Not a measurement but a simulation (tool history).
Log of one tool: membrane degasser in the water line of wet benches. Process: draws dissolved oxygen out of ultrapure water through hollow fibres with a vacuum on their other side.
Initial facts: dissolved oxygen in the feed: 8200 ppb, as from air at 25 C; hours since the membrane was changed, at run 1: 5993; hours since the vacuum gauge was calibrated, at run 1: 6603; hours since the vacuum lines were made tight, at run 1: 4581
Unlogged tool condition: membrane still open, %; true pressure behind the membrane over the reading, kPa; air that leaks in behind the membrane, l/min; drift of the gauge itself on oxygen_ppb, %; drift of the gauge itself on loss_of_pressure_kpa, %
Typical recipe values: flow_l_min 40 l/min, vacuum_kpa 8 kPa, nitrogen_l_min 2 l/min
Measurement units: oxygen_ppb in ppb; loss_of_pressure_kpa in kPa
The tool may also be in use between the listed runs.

run	hour	flow_l_min	vacuum_kpa	nitrogen_l_min	hours since the membrane was changed	hours since the vacuum gauge was calibrated	hours since the vacuum lines were made tight	oxygen_ppb	loss_of_pressure_kpa
1	0	40	8	2	5993	6603	4581	427.6	59.35
2	260.2	25	8	2	6253	6863	4841	204.1	37.05
3	552.7	25	8	2	6546	7155	5133	208.9	37
4	750.8	60	8	2	6744	7353	5331	751.8	89.59
# hour 881.2: seals of the vacuum lines changed
5	1070.6	40	8	2.88	7061	7671	189	375.6	60.09
6	1224	40	8	2.88	7215	7825	343	371.6	59.99
7	1398.9	40	8	2.88	7390	7999	518	368.5	59.73
8	1645.3	40	8	2.88	7636	8246	764	370.6	59.92
9	1865.6	40	8	2.13	7856	8466	984	416.2	60.1
10	2015.4	40	8	2	8006	8616	1134	429.9	60.04
11	2156.3	40	6.73	2	8147	8757	1275	372.7	60.41
# hour 2177.3: vacuum gauge calibrated
12	2337.7	40	8	2	8328	160	1456	435.3	60.76
13	2514.9	40	8	2	8505	338	1633	425.9	60.25
14	2769.7	49	14.36	2	8760	592	1888	852	73.99
15	2912.6	38	11.17	0.81	8903	735	2031	854.4	57.26
16	3248.8	55	7.26	0.92	9239	1071	2367	815.2	83.53
17	3430.8	32	11.07	4.53	9421	1253	2549	264.6	48.27
# hour 3663.1: membrane cartridge changed
18	3746.9	32	11.07	5.15	84	1566	2861	247.7	48.21
19	3975.8	63	10.03	1.46	313	1794	3090	1042.4	95.37
20	4150.1	63	10.03	1.46	487	1969	3264	1028.7	94.82
21	4303.6	41	5.85	5.37	640	2122	3418	284.5	62.3
# hour 4337.8: gauge calibrated
22	4571.3	40	8.4	1.35	908	2390	3686	527.1	59.29
23	4877.1	32	7.37	1.35	1214	2696	3991	337	47.54
24	5127.9	25	13.49	2	1465	2947	4242	353.6	37.24
25	5379.9	63	6.05	2	1717	3199	4494	689	93.76
26	5698.5	40	9.11	3.66	2035	3517	4813	367.8	59.61

Here are 5 independent what-if runs from the current tool condition. What would each one return?
A	6039.5	59	16	4.68	2376	3858	5154	?	?
B	6039.5	48	17.61	2.22	2376	3858	5154	?	?
C	6039.5	40	7.19	2	2376	3858	5154	?	?
D	6039.5	63	9.74	2	2376	3858	5154	?	?
E	6039.5	40	9.11	1.59	2376	3858	5154	?	?

run	oxygen_ppb	loss_of_pressure_kpa
A	794.4	88.43
B	918.4	71.93
C	388.6	60.05
D	900.9	93.71
E	516	59.97
With no hidden state in the tool, these same runs would have given:
run	oxygen_ppb	loss_of_pressure_kpa
A	793.5	87.66
B	917.5	71.3
C	387.9	59.52
D	899.7	92.89
E	515.2	59.45

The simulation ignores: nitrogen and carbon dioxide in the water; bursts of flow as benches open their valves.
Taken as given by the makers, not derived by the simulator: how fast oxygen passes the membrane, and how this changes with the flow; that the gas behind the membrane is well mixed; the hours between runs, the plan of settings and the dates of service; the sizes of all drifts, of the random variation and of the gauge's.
